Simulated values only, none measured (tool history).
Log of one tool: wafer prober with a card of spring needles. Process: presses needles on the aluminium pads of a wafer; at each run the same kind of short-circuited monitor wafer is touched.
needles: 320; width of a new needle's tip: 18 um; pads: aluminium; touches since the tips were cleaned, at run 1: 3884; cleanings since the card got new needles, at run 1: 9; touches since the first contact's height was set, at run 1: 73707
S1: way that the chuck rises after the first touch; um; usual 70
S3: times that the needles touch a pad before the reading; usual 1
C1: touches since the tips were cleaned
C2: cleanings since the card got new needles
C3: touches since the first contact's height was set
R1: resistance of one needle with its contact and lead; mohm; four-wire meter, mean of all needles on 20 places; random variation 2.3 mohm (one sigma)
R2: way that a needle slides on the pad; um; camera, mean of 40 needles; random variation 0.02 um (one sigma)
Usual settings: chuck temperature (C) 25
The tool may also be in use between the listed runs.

{"run": 1, "day": 0.0, "S1": 70, "chuck temperature (C)": 25, "S3": 1, "C1": 3884, "C2": 9, "C3": 73707, "R1": 261, "R2": 15.67}
{"day": 0.546, "done": "tips cleaned on abrasive film"}
{"day": 1.733, "done": "tips cleaned on abrasive film"}
{"run": 2, "day": 2.379, "S1": 70, "chuck temperature (C)": 25, "S3": 1, "C1": 4319, "C2": 11, "C3": 89598, "R1": 254, "R2": 15.65}
{"day": 2.779, "done": "tips cleaned on abrasive film"}
{"day": 3.846, "done": "tips cleaned on abrasive film"}
{"run": 3, "day": 4.829, "S1": 70, "chuck temperature (C)": 25, "S3": 1, "C1": 6599, "C2": 13, "C3": 105980, "R1": 261, "R2": 15.64}
{"day": 5.058, "done": "tips cleaned on abrasive film"}
{"day": 6.183, "done": "tips cleaned on abrasive film"}
{"day": 7.262, "done": "tips cleaned on abrasive film"}
{"run": 4, "day": 7.588, "S1": 70, "chuck temperature (C)": 25, "S3": 1, "C1": 2189, "C2": 16, "C3": 124394, "R1": 263, "R2": 15.61}
{"day": 8.317, "done": "tips cleaned on abrasive film"}
{"day": 9.542, "done": "tips cleaned on abrasive film"}
{"day": 10.204, "done": "height of the first contact set anew"}
{"run": 5, "day": 10.204, "S1": 70, "chuck temperature (C)": 25, "S3": 1, "C1": 4342, "C2": 18, "C3": 0, "R1": 262, "R2": 15.6}
{"day": 10.717, "done": "tips cleaned on abrasive film"}
{"run": 6, "day": 11.521, "S1": 70, "chuck temperature (C)": 25, "S3": 1, "C1": 5394, "C2": 19, "C3": 8809, "R1": 259, "R2": 15.6}
{"day": 11.779, "done": "tips cleaned on abrasive film"}
{"day": 13.0, "done": "tips cleaned on abrasive film"}
{"run": 7, "day": 13.5, "S1": 70, "chuck temperature (C)": 25, "S3": 1, "C1": 3350, "C2": 21, "C3": 22025, "R1": 262, "R2": 15.56}
{"day": 14.117, "done": "tips cleaned on abrasive film"}
{"day": 15.225, "done": "tips cleaned on abrasive film"}
{"run": 8, "day": 16.033, "S1": 61, "chuck temperature (C)": 39, "S3": 1, "C1": 5415, "C2": 23, "C3": 38953, "R1": 267, "R2": 13.52}
{"day": 16.362, "done": "tips cleaned on abrasive film"}
{"day": 17.521, "done": "tips cleaned on abrasive film"}
{"run": 9, "day": 18.129, "S1": 84, "chuck temperature (C)": 30, "S3": 3, "C1": 4079, "C2": 25, "C3": 52948, "R1": 268, "R2": 18.69}
{"day": 18.792, "done": "tips cleaned on abrasive film"}
{"run": 10, "day": 19.579, "S1": 74, "chuck temperature (C)": 25, "S3": 2, "C1": 5300, "C2": 26, "C3": 62667, "R1": 261, "R2": 16.41}

4 ways to go on from here, each from the tool as it stands after run 10. What would each give?
{"day": 19.942, "done": "tips cleaned on abrasive film"}
{"run": "A", "day": 20.871, "S1": 52, "chuck temperature (C)": 25, "S3": 3, "C1": 6245, "C2": 27, "C3": 71297, "R1": "?", "R2": "?"}
{"day": 19.942, "done": "tips cleaned on abrasive film"}
{"run": "B", "day": 20.871, "S1": 74, "chuck temperature (C)": 30, "S3": 2, "C1": 6245, "C2": 27, "C3": 71297, "R1": "?", "R2": "?"}
{"day": 19.942, "done": "tips cleaned on abrasive film"}
{"run": "C", "day": 20.871, "S1": 55, "chuck temperature (C)": 25, "S3": 1, "C1": 6245, "C2": 27, "C3": 71297, "R1": "?", "R2": "?"}
{"day": 19.942, "done": "tips cleaned on abrasive film"}
{"run": "D", "day": 20.871, "S1": 74, "chuck temperature (C)": 32, "S3": 2, "C1": 6245, "C2": 27, "C3": 71297, "R1": "?", "R2": "?"}

run=A R1=264 R2=11.51
run=B R1=264 R2=16.44
run=C R1=261 R2=12.24
run=D R1=256 R2=16.43
Without the tool's hidden state the same runs would have given:
run=A R1=264 R2=11.6
run=B R1=264 R2=16.56
run=C R1=260 R2=12.34
run=D R1=256 R2=16.55

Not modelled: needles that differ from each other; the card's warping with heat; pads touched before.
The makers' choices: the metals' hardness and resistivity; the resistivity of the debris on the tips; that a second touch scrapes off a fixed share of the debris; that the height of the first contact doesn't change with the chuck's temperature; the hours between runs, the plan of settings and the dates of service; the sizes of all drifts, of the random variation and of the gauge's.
